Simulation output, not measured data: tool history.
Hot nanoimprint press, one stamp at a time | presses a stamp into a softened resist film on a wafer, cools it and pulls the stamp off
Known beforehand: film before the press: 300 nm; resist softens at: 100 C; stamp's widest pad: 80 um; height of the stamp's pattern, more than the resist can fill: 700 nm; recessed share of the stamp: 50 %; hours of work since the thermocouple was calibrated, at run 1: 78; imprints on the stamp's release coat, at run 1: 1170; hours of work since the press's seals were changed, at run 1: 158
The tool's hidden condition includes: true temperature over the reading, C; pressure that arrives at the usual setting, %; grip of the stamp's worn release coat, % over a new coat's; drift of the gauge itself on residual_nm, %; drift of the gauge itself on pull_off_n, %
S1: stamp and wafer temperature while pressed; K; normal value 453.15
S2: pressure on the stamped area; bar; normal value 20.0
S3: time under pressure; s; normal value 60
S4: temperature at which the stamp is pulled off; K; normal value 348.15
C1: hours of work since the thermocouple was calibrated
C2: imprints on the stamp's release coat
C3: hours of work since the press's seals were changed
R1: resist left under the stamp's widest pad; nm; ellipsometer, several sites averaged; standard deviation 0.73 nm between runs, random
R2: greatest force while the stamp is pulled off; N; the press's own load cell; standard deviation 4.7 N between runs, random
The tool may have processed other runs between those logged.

{"run": 1, "day": 0.0, "S1": 453.15, "S2": 20.0, "S3": 60, "S4": 348.15, "C1": 78, "C2": 1170, "C3": 158, "R1": 173.8, "R2": 284}
{"run": 2, "day": 0.392, "S1": 453.15, "S2": 20.0, "S3": 60, "S4": 348.15, "C1": 82, "C2": 1196, "C3": 162, "R1": 172.9, "R2": 306}
{"run": 3, "day": 0.662, "S1": 453.15, "S2": 20.0, "S3": 60, "S4": 348.15, "C1": 85, "C2": 1213, "C3": 165, "R1": 173.2, "R2": 302}
{"run": 4, "day": 0.879, "S1": 453.15, "S2": 20.0, "S3": 60, "S4": 348.15, "C1": 87, "C2": 1227, "C3": 168, "R1": 173.3, "R2": 307}
{"run": 5, "day": 1.267, "S1": 452.15, "S2": 20.0, "S3": 60, "S4": 348.15, "C1": 91, "C2": 1253, "C3": 172, "R1": 182.0, "R2": 296}
{"run": 6, "day": 1.467, "S1": 453.15, "S2": 20.0, "S3": 66, "S4": 348.15, "C1": 94, "C2": 1266, "C3": 174, "R1": 168.4, "R2": 316}
{"run": 7, "day": 1.846, "S1": 453.15, "S2": 20.0, "S3": 66, "S4": 348.15, "C1": 98, "C2": 1290, "C3": 178, "R1": 167.2, "R2": 301}
{"run": 8, "day": 2.067, "S1": 453.15, "S2": 20.0, "S3": 66, "S4": 348.15, "C1": 100, "C2": 1305, "C3": 180, "R1": 168.9, "R2": 300}
{"run": 9, "day": 2.408, "S1": 453.15, "S2": 20.0, "S3": 107, "S4": 348.15, "C1": 104, "C2": 1327, "C3": 184, "R1": 142.2, "R2": 309}
{"run": 10, "day": 2.629, "S1": 453.15, "S2": 20.0, "S3": 107, "S4": 348.15, "C1": 106, "C2": 1341, "C3": 186, "R1": 140.5, "R2": 318}
{"run": 11, "day": 3.088, "S1": 453.15, "S2": 20.0, "S3": 107, "S4": 348.15, "C1": 111, "C2": 1371, "C3": 191, "R1": 140.9, "R2": 307}
{"run": 12, "day": 3.312, "S1": 444.15, "S2": 20.0, "S3": 60, "S4": 348.15, "C1": 113, "C2": 1386, "C3": 194, "R1": 235.0, "R2": 312}
{"run": 13, "day": 3.75, "S1": 444.15, "S2": 20.0, "S3": 60, "S4": 348.15, "C1": 118, "C2": 1414, "C3": 198, "R1": 235.4, "R2": 309}
{"run": 14, "day": 4.158, "S1": 444.15, "S2": 20.0, "S3": 60, "S4": 348.15, "C1": 123, "C2": 1440, "C3": 203, "R1": 235.8, "R2": 313}
{"run": 15, "day": 4.462, "S1": 453.15, "S2": 20.0, "S3": 60, "S4": 348.15, "C1": 126, "C2": 1460, "C3": 206, "R1": 174.5, "R2": 313}
{"run": 16, "day": 4.904, "S1": 453.15, "S2": 20.0, "S3": 60, "S4": 348.15, "C1": 131, "C2": 1489, "C3": 211, "R1": 173.7, "R2": 321}
{"run": 17, "day": 5.208, "S1": 444.15, "S2": 22.4, "S3": 65, "S4": 337.15, "C1": 134, "C2": 1509, "C3": 214, "R1": 227.1, "R2": 375}
{"run": 18, "day": 5.412, "S1": 442.15, "S2": 20.8, "S3": 60, "S4": 348.15, "C1": 136, "C2": 1522, "C3": 216, "R1": 248.0, "R2": 328}
{"run": 19, "day": 5.762, "S1": 449.15, "S2": 18.0, "S3": 60, "S4": 348.15, "C1": 140, "C2": 1545, "C3": 220, "R1": 206.6, "R2": 319}
{"run": 20, "day": 6.067, "S1": 449.15, "S2": 18.0, "S3": 60, "S4": 348.15, "C1": 143, "C2": 1565, "C3": 223, "R1": 210.0, "R2": 323}
{"run": 21, "day": 6.558, "S1": 449.15, "S2": 18.0, "S3": 60, "S4": 348.15, "C1": 148, "C2": 1597, "C3": 228, "R1": 208.2, "R2": 319}
{"run": 22, "day": 6.983, "S1": 449.15, "S2": 18.0, "S3": 60, "S4": 348.15, "C1": 153, "C2": 1624, "C3": 233, "R1": 207.5, "R2": 325}

Run 23, settings as shown, results not yet in. Your forecast:
{"run": 23, "day": 7.283, "S1": 453.15, "S2": 14.6, "S3": 112, "S4": 348.15, "C1": 156, "C2": 1644, "C3": 236, "R1": "?", "R2": "?"}

{"run 23": {"R1": 158.4, "R2": 320}}
With no hidden state in the tool, this same run would have given R1 155.8 nm, R2 223 N.

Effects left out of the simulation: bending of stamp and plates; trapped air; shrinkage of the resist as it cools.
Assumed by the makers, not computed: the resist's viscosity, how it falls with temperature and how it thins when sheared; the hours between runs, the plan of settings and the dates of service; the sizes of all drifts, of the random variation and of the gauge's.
